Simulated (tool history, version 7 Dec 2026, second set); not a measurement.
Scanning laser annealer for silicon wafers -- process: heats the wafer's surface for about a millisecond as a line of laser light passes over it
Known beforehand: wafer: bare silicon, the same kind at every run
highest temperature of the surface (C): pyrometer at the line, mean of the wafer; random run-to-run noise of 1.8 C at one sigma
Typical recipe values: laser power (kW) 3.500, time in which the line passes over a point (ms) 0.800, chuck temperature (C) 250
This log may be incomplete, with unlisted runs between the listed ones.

run    day  laser power (kW)  time in which the line passes over a point (ms)  chuck temperature (C)  highest temperature of the surface (C)
  1  0.000             3.500                                            0.800                    250                                    1070
  2  0.942             3.500                                            0.800                    250                                    1064
  3  1.396             3.500                                            0.800                    287                                    1104
  4  2.033             3.500                                            0.800                    287                                    1105
  5  2.608             2.987                                            0.800                    250                                     954
  6  3.371             3.500                                            0.576                    250                                     938
  7  3.875             3.500                                            0.576                    250                                     933
  8  4.621             3.500                                            0.576                    250                                     932
  9  5.196             3.584                                            0.915                    221                                    1122
     5.658  -- window over the wafer cleaned
 10  5.712             3.810                                            0.589                    273                                    1025

Run 11 has not been measured yet. What should we expect?
 11  6.108             3.775                                            0.779                    250                                       ?

{"run 11": {"highest temperature of the surface (C)": 1113}}
On a tool with no hidden condition, and with the same random variation, this run would have come out at highest temperature of the surface (C) 1113.
